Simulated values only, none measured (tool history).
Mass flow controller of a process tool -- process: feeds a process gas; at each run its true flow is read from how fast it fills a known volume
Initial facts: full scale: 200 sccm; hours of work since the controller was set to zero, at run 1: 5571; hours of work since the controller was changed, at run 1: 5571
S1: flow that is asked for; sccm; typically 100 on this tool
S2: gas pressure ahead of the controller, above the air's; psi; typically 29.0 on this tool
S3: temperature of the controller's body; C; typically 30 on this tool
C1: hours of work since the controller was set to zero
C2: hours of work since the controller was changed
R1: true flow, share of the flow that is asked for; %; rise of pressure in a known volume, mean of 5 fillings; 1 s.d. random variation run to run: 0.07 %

{"run": 1, "hour": 0.0, "S1": 100, "S2": 29.0, "S3": 30, "C1": 5571, "C2": 5571, "R1": 101.42}
{"run": 2, "hour": 159.7, "S1": 100, "S2": 29.0, "S3": 27, "C1": 5648, "C2": 5648, "R1": 101.77}
{"run": 3, "hour": 309.6, "S1": 100, "S2": 29.0, "S3": 27, "C1": 5719, "C2": 5719, "R1": 101.71}
{"run": 4, "hour": 458.1, "S1": 100, "S2": 29.0, "S3": 27, "C1": 5790, "C2": 5790, "R1": 101.83}
{"run": 5, "hour": 710.3, "S1": 100, "S2": 29.0, "S3": 30, "C1": 5910, "C2": 5910, "R1": 101.54}
{"run": 6, "hour": 899.8, "S1": 47, "S2": 29.0, "S3": 30, "C1": 6001, "C2": 6001, "R1": 103.42}
{"run": 7, "hour": 1052.8, "S1": 93, "S2": 29.0, "S3": 30, "C1": 6074, "C2": 6074, "R1": 101.78}
{"run": 8, "hour": 1350.4, "S1": 93, "S2": 29.0, "S3": 30, "C1": 6216, "C2": 6216, "R1": 101.99}
{"run": 9, "hour": 1520.5, "S1": 100, "S2": 21.0, "S3": 30, "C1": 6297, "C2": 6297, "R1": 101.8}
{"hour": 1651.0, "done": "controller's zero set anew"}
{"run": 10, "hour": 1665.1, "S1": 100, "S2": 29.0, "S3": 30, "C1": 7, "C2": 6366, "R1": 99.68}
{"run": 11, "hour": 1852.2, "S1": 100, "S2": 21.6, "S3": 30, "C1": 96, "C2": 6455, "R1": 99.86}
{"run": 12, "hour": 2119.8, "S1": 100, "S2": 21.6, "S3": 33, "C1": 224, "C2": 6582, "R1": 99.52}
{"run": 13, "hour": 2351.7, "S1": 100, "S2": 21.6, "S3": 33, "C1": 334, "C2": 6693, "R1": 99.84}
{"run": 14, "hour": 2495.5, "S1": 49, "S2": 29.0, "S3": 30, "C1": 403, "C2": 6762, "R1": 99.64}
{"run": 15, "hour": 2656.7, "S1": 49, "S2": 29.0, "S3": 30, "C1": 480, "C2": 6839, "R1": 99.66}
{"run": 16, "hour": 2837.0, "S1": 49, "S2": 29.0, "S3": 30, "C1": 566, "C2": 6925, "R1": 99.76}
{"run": 17, "hour": 3115.4, "S1": 196, "S2": 29.0, "S3": 30, "C1": 699, "C2": 7057, "R1": 100.72}
{"run": 18, "hour": 3325.8, "S1": 196, "S2": 29.0, "S3": 30, "C1": 799, "C2": 7158, "R1": 100.66}
{"run": 19, "hour": 3618.4, "S1": 196, "S2": 29.0, "S3": 30, "C1": 938, "C2": 7297, "R1": 100.61}
{"run": 20, "hour": 3889.9, "S1": 196, "S2": 29.0, "S3": 30, "C1": 1068, "C2": 7427, "R1": 100.67}
{"run": 21, "hour": 4103.5, "S1": 196, "S2": 29.0, "S3": 30, "C1": 1170, "C2": 7529, "R1": 100.76}
{"run": 22, "hour": 4262.9, "S1": 100, "S2": 29.0, "S3": 31, "C1": 1246, "C2": 7605, "R1": 100.19}
{"run": 23, "hour": 4385.1, "S1": 100, "S2": 28.7, "S3": 22, "C1": 1304, "C2": 7663, "R1": 101.03}
{"run": 24, "hour": 4562.2, "S1": 100, "S2": 23.8, "S3": 30, "C1": 1389, "C2": 7747, "R1": 100.51}
{"run": 25, "hour": 4693.5, "S1": 69, "S2": 21.8, "S3": 22, "C1": 1451, "C2": 7810, "R1": 101.31}
{"run": 26, "hour": 4939.8, "S1": 69, "S2": 21.8, "S3": 22, "C1": 1569, "C2": 7928, "R1": 101.4}
{"run": 27, "hour": 5208.5, "S1": 47, "S2": 23.2, "S3": 22, "C1": 1697, "C2": 8056, "R1": 101.61}
{"run": 28, "hour": 5342.6, "S1": 126, "S2": 24.9, "S3": 33, "C1": 1761, "C2": 8120, "R1": 100.25}
{"run": 29, "hour": 5501.5, "S1": 120, "S2": 29.0, "S3": 25, "C1": 1837, "C2": 8196, "R1": 100.96}

Run 30, settings as shown, results not yet in. Your forecast:
{"run": 30, "hour": 5750.4, "S1": 45, "S2": 34.5, "S3": 30, "C1": 1955, "C2": 8314, "R1": "?"}

R1: 100.87 %
Without the tool's hidden state the same run would have given R1 98.11 %.
